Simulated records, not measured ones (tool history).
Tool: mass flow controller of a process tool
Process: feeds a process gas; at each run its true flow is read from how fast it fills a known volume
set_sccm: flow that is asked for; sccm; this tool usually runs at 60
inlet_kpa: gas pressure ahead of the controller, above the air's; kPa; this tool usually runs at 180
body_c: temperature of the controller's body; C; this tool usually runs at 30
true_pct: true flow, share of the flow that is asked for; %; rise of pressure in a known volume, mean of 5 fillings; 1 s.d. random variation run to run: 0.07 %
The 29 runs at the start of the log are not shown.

run	hour	set_sccm	inlet_kpa	body_c	hours of work since the controller was set to zero	hours of work since the controller was changed	true_pct
30	5179.8	60	152	30	4823	4823	101.22
31	5302.6	49	155	20	4907	4907	102.02
32	5474.9	22	196	26	5024	5024	104.2
33	5660.9	11	201	37	5152	5152	108.35
34	5822.3	31	275	39	5262	5262	102.79
35	5999.2	60	208	29	5383	5383	101.86
36	6163.9	60	208	29	5496	5496	101.83
37	6280.7	27	210	29	5576	5576	103.78
38	6460.4	27	210	29	5699	5699	103.99
39	6585.8	27	210	29	5784	5784	103.87
40	6825.7	27	210	29	5948	5948	104.24
41	6976	27	210	29	6051	6051	104.06
42	7117.6	97	172	30	6148	6148	101.53
43	7331.9	44	153	30	6295	6295	102.43
44	7470.1	44	153	30	6389	6389	102.58
45	7580.4	16	263	30	6465	6465	107.78
46	7760.8	43	145	23	6588	6588	103.07
47	7897.7	43	149	23	6682	6682	103
48	8071.1	43	149	23	6800	6800	103.15
49	8289	41	178	26	6949	6949	103.5

Consider 3 possible next runs. They are alternatives, not a sequence: every one starts from the tool as it was left by run 49. What does each give?
A	8487.3	11	161	31	7085	7085	?
B	8487.3	10	178	21	7085	7085	?
C	8487.3	42	262	35	7085	7085	?

run	true_pct
A	111.93
B	113.77
C	103.21
Had the tool no hidden state, the same runs would have come out as:
run	true_pct
A	98.5
B	99.09
C	99.08
